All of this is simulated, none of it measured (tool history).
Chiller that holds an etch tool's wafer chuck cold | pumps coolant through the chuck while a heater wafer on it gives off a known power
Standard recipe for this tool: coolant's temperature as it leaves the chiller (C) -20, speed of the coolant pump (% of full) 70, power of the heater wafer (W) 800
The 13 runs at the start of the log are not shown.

run   hour  coolant's temperature as it leaves the chiller (C)  speed of the coolant pump (% of full)  power of the heater wafer (W)  hours since the coolant was changed and the channels were flushed  hours since the pump was overhauled  hours since the chiller's thermometer was calibrated  chuck's temperature once it has settled (C)  how much warmer the coolant comes back (C)
 14  368.4                                                 -20                                     76                            800                                                               3369                                 1503                                                   634                                         -9.7                                        2.02
 15  399.1                                                 -20                                     76                            800                                                               3400                                 1534                                                   665                                         -9.8                                        1.94
 16  426.4                                                 -20                                     70                            420                                                               3427                                 1561                                                   692                                        -14.1                                        1.17
 17  449.7                                                 -20                                     70                            420                                                               3450                                 1585                                                   715                                        -14.2                                        1.13
 18  481.7                                                 -24                                     79                            867                                                               3482                                 1617                                                   747                                        -13.2                                        2.10
 19  520.3                                                 -24                                     85                            436                                                               3521                                 1655                                                   786                                        -18.9                                        0.93
 20  540.2                                                 -14                                     70                            462                                                               3541                                 1675                                                   806                                         -7.5                                        1.31
 21  579.3                                                 -14                                     70                            462                                                               3580                                 1714                                                   845                                         -7.5                                        1.25
 22  607.0                                                 -14                                     91                            800                                                               3608                                 1742                                                   873                                         -5.2                                        1.63
 23  631.6                                                 -14                                     91                            800                                                               3632                                 1766                                                   897                                         -4.9                                        1.61
     639.0  -- coolant pump overhauled
 24  658.9                                                 -14                                     91                            800                                                               3655                                   20                                                   919                                         -5.0                                        1.65
 25  693.5                                                 -22                                     87                            836                                                               3689                                   55                                                   954                                        -12.2                                        1.83
 26  722.6                                                 -10                                     74                            460                                                               3718                                   84                                                   983                                         -3.6                                        1.18
 27  751.9                                                 -14                                     70                            800                                                               3748                                  113                                                  1012                                         -2.6                                        2.19
 28  771.1                                                 -14                                     70                            800                                                               3767                                  132                                                  1032                                         -2.4                                        2.22
     785.9  -- coolant pump overhauled, once more
 29  810.7                                                 -20                                     75                            741                                                               3801                                   25                                                  1066                                        -10.4                                        1.85
 30  834.5                                                 -20                                     91                            572                                                               3825                                   49                                                  1090                                        -13.7                                        1.12
 31  863.9                                                 -27                                     70                            534                                                               3855                                   78                                                  1119                                        -19.6                                        1.44
 32  882.7                                                 -22                                     70                           1055                                                               3873                                   97                                                  1138                                         -7.5                                        2.83
 33  916.5                                                 -18                                    100                           1069                                                               3907                                  131                                                  1172                                         -7.2                                        1.89

Each row is a separate what-if for the run after 33, all from the same tool condition, not one after another. Results?
  A  948.1                                                 -26                                     90                            744                                                               3939                                  162                                                  1204                                            ?                                           ?
  B  948.1                                                 -28                                    100                           1069                                                               3939                                  162                                                  1204                                            ?                                           ?
  C  948.1                                                 -20                                     70                            763                                                               3939                                  162                                                  1204                                            ?                                           ?

run  chuck's temperature once it has settled (C)  how much warmer the coolant comes back (C)
  A                                        -17.8                                        1.52
  B                                        -17.3                                        1.89
  C                                         -9.4                                        1.96
Take away the tool's hidden state, keep each run's random variation, and the runs would have read:
run  chuck's temperature once it has settled (C)  how much warmer the coolant comes back (C)
  A                                        -18.4                                        1.50
  B                                        -18.1                                        1.88
  C                                        -10.1                                        1.94
